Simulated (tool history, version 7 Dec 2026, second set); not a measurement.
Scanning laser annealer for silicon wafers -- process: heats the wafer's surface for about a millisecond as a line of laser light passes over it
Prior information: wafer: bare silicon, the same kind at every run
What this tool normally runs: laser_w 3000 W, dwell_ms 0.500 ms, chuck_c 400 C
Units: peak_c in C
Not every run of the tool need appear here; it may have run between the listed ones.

run 1 hour=0.0 | laser_w=3000 dwell_ms=0.500 chuck_c=400 | peak_c=1118.3
run 2 hour=62.1 | laser_w=3000 dwell_ms=0.500 chuck_c=400 | peak_c=1115.7
run 3 hour=162.2 | laser_w=3108 dwell_ms=0.500 chuck_c=400 | peak_c=1138.7
run 4 hour=216.5 | laser_w=3108 dwell_ms=0.500 chuck_c=400 | peak_c=1136.6
run 5 hour=296.8 | laser_w=3108 dwell_ms=0.500 chuck_c=400 | peak_c=1134.2
run 6 hour=361.3 | laser_w=3108 dwell_ms=0.500 chuck_c=400 | peak_c=1135.4
-- hour=422.7 optics aligned, line set to its width
run 7 hour=432.3 | laser_w=2665 dwell_ms=0.500 chuck_c=400 | peak_c=1040.0
run 8 hour=532.8 | laser_w=2665 dwell_ms=0.500 chuck_c=400 | peak_c=1039.4
run 9 hour=580.1 | laser_w=2665 dwell_ms=0.500 chuck_c=400 | peak_c=1038.5
run 10 hour=654.7 | laser_w=3000 dwell_ms=0.500 chuck_c=400 | peak_c=1113.0
run 11 hour=702.3 | laser_w=3000 dwell_ms=0.500 chuck_c=400 | peak_c=1112.0
run 12 hour=788.7 | laser_w=3000 dwell_ms=0.500 chuck_c=400 | peak_c=1111.8
-- hour=862.9 window over the wafer cleaned
run 13 hour=868.5 | laser_w=3000 dwell_ms=0.500 chuck_c=400 | peak_c=1121.3
run 14 hour=914.1 | laser_w=3000 dwell_ms=0.500 chuck_c=400 | peak_c=1119.5
run 15 hour=966.6 | laser_w=3000 dwell_ms=0.500 chuck_c=400 | peak_c=1121.0
run 16 hour=1017.6 | laser_w=3000 dwell_ms=0.500 chuck_c=400 | peak_c=1119.5
run 17 hour=1086.4 | laser_w=3000 dwell_ms=0.500 chuck_c=400 | peak_c=1119.0
-- hour=1097.5 laser's power meter calibrated
run 18 hour=1164.6 | laser_w=3000 dwell_ms=0.500 chuck_c=400 | peak_c=1115.8
run 19 hour=1220.5 | laser_w=3000 dwell_ms=0.500 chuck_c=400 | peak_c=1116.4
run 20 hour=1269.8 | laser_w=3073 dwell_ms=0.500 chuck_c=400 | peak_c=1131.6
run 21 hour=1326.4 | laser_w=3073 dwell_ms=0.401 chuck_c=400 | peak_c=1063.6
run 22 hour=1391.8 | laser_w=3213 dwell_ms=0.421 chuck_c=400 | peak_c=1105.6
-- hour=1484.0 laser's power meter calibrated, once more
run 23 hour=1484.3 | laser_w=3213 dwell_ms=0.421 chuck_c=400 | peak_c=1102.9
run 24 hour=1532.1 | laser_w=3000 dwell_ms=0.500 chuck_c=365 | peak_c=1075.6
run 25 hour=1619.4 | laser_w=3000 dwell_ms=0.478 chuck_c=386 | peak_c=1081.5
run 26 hour=1662.1 | laser_w=3157 dwell_ms=0.460 chuck_c=400 | peak_c=1116.2
run 27 hour=1747.4 | laser_w=3157 dwell_ms=0.460 chuck_c=400 | peak_c=1115.9
run 28 hour=1808.4 | laser_w=3000 dwell_ms=0.353 chuck_c=369 | peak_c=974.2
-- hour=1825.3 window over the wafer cleaned
run 29 hour=1909.8 | laser_w=3000 dwell_ms=0.353 chuck_c=369 | peak_c=981.9
run 30 hour=1956.2 | laser_w=3130 dwell_ms=0.437 chuck_c=425 | peak_c=1125.2
-- hour=2011.5 optics aligned, line set to its width
run 31 hour=2019.1 | laser_w=3000 dwell_ms=0.580 chuck_c=395 | peak_c=1159.5
run 32 hour=2074.6 | laser_w=2555 dwell_ms=0.437 chuck_c=400 | peak_c=980.0
run 33 hour=2158.7 | laser_w=2673 dwell_ms=0.520 chuck_c=440 | peak_c=1093.9
run 34 hour=2214.2 | laser_w=2673 dwell_ms=0.520 chuck_c=440 | peak_c=1093.1
run 35 hour=2291.1 | laser_w=3020 dwell_ms=0.499 chuck_c=397 | peak_c=1115.9
run 36 hour=2371.9 | laser_w=3277 dwell_ms=0.500 chuck_c=400 | peak_c=1173.1
run 37 hour=2438.0 | laser_w=3000 dwell_ms=0.383 chuck_c=400 | peak_c=1034.9
run 38 hour=2509.2 | laser_w=2679 dwell_ms=0.383 chuck_c=400 | peak_c=968.0
run 39 hour=2570.1 | laser_w=2679 dwell_ms=0.383 chuck_c=400 | peak_c=969.1

Branching from run 39: 4 alternative next runs. What would each branch give?
run A hour=2665.9 | laser_w=2733 dwell_ms=0.574 chuck_c=397 | peak_c=?
run B hour=2665.9 | laser_w=2819 dwell_ms=0.588 chuck_c=360 | peak_c=?
run C hour=2665.9 | laser_w=2727 dwell_ms=0.390 chuck_c=435 | peak_c=?
run D hour=2665.9 | laser_w=3000 dwell_ms=0.355 chuck_c=400 | peak_c=?

run=A peak_c=1085.3
run=B peak_c=1076.8
run=C peak_c=1016.5
run=D peak_c=1011.5
Without the tool's hidden state the same runs would have given:
run=A peak_c=1097.2
run=B peak_c=1089.2
run=C peak_c=1026.6
run=D peak_c=1022.1
